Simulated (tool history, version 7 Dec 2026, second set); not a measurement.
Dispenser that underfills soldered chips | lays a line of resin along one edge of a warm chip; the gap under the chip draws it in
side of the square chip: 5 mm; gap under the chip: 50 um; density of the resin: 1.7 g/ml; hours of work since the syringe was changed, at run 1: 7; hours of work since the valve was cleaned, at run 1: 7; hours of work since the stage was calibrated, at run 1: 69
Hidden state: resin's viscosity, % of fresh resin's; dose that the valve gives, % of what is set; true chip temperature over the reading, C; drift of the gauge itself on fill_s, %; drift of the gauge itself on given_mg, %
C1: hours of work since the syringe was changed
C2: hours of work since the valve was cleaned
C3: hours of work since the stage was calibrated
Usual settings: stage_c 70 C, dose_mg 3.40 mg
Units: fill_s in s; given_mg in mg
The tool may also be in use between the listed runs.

{"run": 1, "hour": 0.0, "stage_c": 70, "dose_mg": 3.4, "C1": 7, "C2": 7, "C3": 69, "fill_s": 57.8, "given_mg": 3.37}
{"hour": 6.0, "done": "new syringe of resin"}
{"run": 2, "hour": 6.2, "stage_c": 67, "dose_mg": 3.4, "C1": 0, "C2": 10, "C3": 73, "fill_s": 42.7, "given_mg": 3.37}
{"run": 3, "hour": 12.0, "stage_c": 67, "dose_mg": 3.4, "C1": 4, "C2": 14, "C3": 76, "fill_s": 52.0, "given_mg": 3.37}
{"run": 4, "hour": 16.0, "stage_c": 67, "dose_mg": 3.4, "C1": 6, "C2": 16, "C3": 79, "fill_s": 62.3, "given_mg": 3.36}
{"run": 5, "hour": 21.8, "stage_c": 79, "dose_mg": 3.4, "C1": 10, "C2": 20, "C3": 82, "fill_s": 47.7, "given_mg": 3.37}
{"hour": 23.0, "done": "new syringe of resin"}
{"run": 6, "hour": 26.5, "stage_c": 70, "dose_mg": 4.0, "C1": 2, "C2": 22, "C3": 85, "fill_s": 41.3, "given_mg": 3.94}
{"run": 7, "hour": 29.3, "stage_c": 66, "dose_mg": 3.4, "C1": 4, "C2": 24, "C3": 87, "fill_s": 55.4, "given_mg": 3.33}
{"run": 8, "hour": 31.9, "stage_c": 66, "dose_mg": 3.4, "C1": 5, "C2": 26, "C3": 88, "fill_s": 61.5, "given_mg": 3.34}
{"run": 9, "hour": 34.9, "stage_c": 66, "dose_mg": 3.4, "C1": 7, "C2": 27, "C3": 90, "fill_s": 67.4, "given_mg": 3.35}
{"run": 10, "hour": 39.2, "stage_c": 66, "dose_mg": 3.4, "C1": 10, "C2": 30, "C3": 93, "fill_s": 80.3, "given_mg": 3.33}
{"hour": 40.0, "done": "new syringe of resin"}
{"run": 11, "hour": 43.4, "stage_c": 66, "dose_mg": 3.4, "C1": 2, "C2": 32, "C3": 95, "fill_s": 48.6, "given_mg": 3.32}
{"run": 12, "hour": 47.1, "stage_c": 66, "dose_mg": 3.02, "C1": 4, "C2": 35, "C3": 97, "fill_s": 57.2, "given_mg": 2.95}
{"run": 13, "hour": 50.8, "stage_c": 66, "dose_mg": 3.02, "C1": 6, "C2": 37, "C3": 99, "fill_s": 65.8, "given_mg": 2.95}
{"run": 14, "hour": 53.7, "stage_c": 66, "dose_mg": 3.02, "C1": 8, "C2": 39, "C3": 101, "fill_s": 74.2, "given_mg": 2.95}
{"run": 15, "hour": 56.6, "stage_c": 62, "dose_mg": 3.02, "C1": 10, "C2": 40, "C3": 103, "fill_s": 97.4, "given_mg": 2.95}
{"hour": 57.3, "done": "new syringe of resin"}
{"run": 16, "hour": 62.4, "stage_c": 65, "dose_mg": 3.4, "C1": 3, "C2": 44, "C3": 106, "fill_s": 54.7, "given_mg": 3.31}
{"run": 17, "hour": 68.2, "stage_c": 58, "dose_mg": 2.97, "C1": 7, "C2": 47, "C3": 110, "fill_s": 95.4, "given_mg": 2.89}
{"run": 18, "hour": 73.2, "stage_c": 78, "dose_mg": 3.5, "C1": 10, "C2": 50, "C3": 113, "fill_s": 47.7, "given_mg": 3.38}
{"hour": 74.4, "done": "new syringe of resin"}
{"run": 19, "hour": 78.9, "stage_c": 65, "dose_mg": 4.11, "C1": 3, "C2": 53, "C3": 116, "fill_s": 53.6, "given_mg": 3.97}
{"run": 20, "hour": 83.6, "stage_c": 67, "dose_mg": 2.91, "C1": 5, "C2": 56, "C3": 119, "fill_s": 62.3, "given_mg": 2.81}
{"run": 21, "hour": 88.3, "stage_c": 67, "dose_mg": 2.91, "C1": 8, "C2": 59, "C3": 121, "fill_s": 74.2, "given_mg": 2.79}
{"hour": 91.6, "done": "new syringe of resin"}
{"run": 22, "hour": 92.4, "stage_c": 66, "dose_mg": 4.33, "C1": 0, "C2": 61, "C3": 124, "fill_s": 44.2, "given_mg": 4.17}
{"run": 23, "hour": 96.4, "stage_c": 66, "dose_mg": 4.33, "C1": 3, "C2": 64, "C3": 126, "fill_s": 50.3, "given_mg": 4.16}
{"run": 24, "hour": 101.5, "stage_c": 66, "dose_mg": 4.33, "C1": 6, "C2": 67, "C3": 129, "fill_s": 63.0, "given_mg": 4.16}
{"run": 25, "hour": 107.1, "stage_c": 73, "dose_mg": 3.77, "C1": 9, "C2": 70, "C3": 133, "fill_s": 57.9, "given_mg": 3.59}
{"hour": 108.9, "done": "new syringe of resin"}
{"run": 26, "hour": 110.1, "stage_c": 73, "dose_mg": 3.77, "C1": 1, "C2": 72, "C3": 134, "fill_s": 35.2, "given_mg": 3.59}
{"run": 27, "hour": 113.3, "stage_c": 59, "dose_mg": 3.12, "C1": 3, "C2": 74, "C3": 136, "fill_s": 71.8, "given_mg": 2.98}
{"run": 28, "hour": 119.0, "stage_c": 60, "dose_mg": 3.77, "C1": 6, "C2": 77, "C3": 140, "fill_s": 85.1, "given_mg": 3.59}
{"run": 29, "hour": 122.0, "stage_c": 60, "dose_mg": 3.77, "C1": 8, "C2": 79, "C3": 141, "fill_s": 94.9, "given_mg": 3.58}
{"hour": 125.9, "done": "new syringe of resin"}
{"run": 30, "hour": 127.4, "stage_c": 60, "dose_mg": 3.77, "C1": 1, "C2": 82, "C3": 144, "fill_s": 59.6, "given_mg": 3.58}
{"run": 31, "hour": 131.7, "stage_c": 57, "dose_mg": 3.35, "C1": 3, "C2": 85, "C3": 147, "fill_s": 83.4, "given_mg": 3.2}
{"run": 32, "hour": 137.5, "stage_c": 71, "dose_mg": 3.59, "C1": 7, "C2": 88, "C3": 150, "fill_s": 56.5, "given_mg": 3.41}

The same runs without the tool's hidden state, with the same run-to-run variation:
run=1 fill_s=36.9 given_mg=3.39
run=2 fill_s=41.3 given_mg=3.40
run=3 fill_s=40.4 given_mg=3.41
run=4 fill_s=41.9 given_mg=3.40
run=5 fill_s=25.8 given_mg=3.42
run=6 fill_s=35.4 given_mg=4.00
run=7 fill_s=42.6 given_mg=3.38
run=8 fill_s=43.0 given_mg=3.40
run=9 fill_s=41.8 given_mg=3.42
run=10 fill_s=42.7 given_mg=3.40
run=11 fill_s=42.9 given_mg=3.39
run=12 fill_s=43.6 given_mg=3.02
run=13 fill_s=43.7 given_mg=3.03
run=14 fill_s=44.1 given_mg=3.03
run=15 fill_s=51.9 given_mg=3.03
run=16 fill_s=45.1 given_mg=3.40
run=17 fill_s=62.8 given_mg=2.97
run=18 fill_s=26.3 given_mg=3.49
run=19 fill_s=44.0 given_mg=4.11
run=20 fill_s=42.6 given_mg=2.92
run=21 fill_s=42.3 given_mg=2.89
run=22 fill_s=42.1 given_mg=4.33
run=23 fill_s=40.9 given_mg=4.33
run=24 fill_s=42.2 given_mg=4.34
run=25 fill_s=31.4 given_mg=3.75
run=26 fill_s=32.4 given_mg=3.76
run=27 fill_s=57.9 given_mg=3.13
run=28 fill_s=55.7 given_mg=3.77
run=29 fill_s=55.4 given_mg=3.76
run=30 fill_s=54.4 given_mg=3.77
run=31 fill_s=64.4 given_mg=3.37
run=32 fill_s=35.2 given_mg=3.60
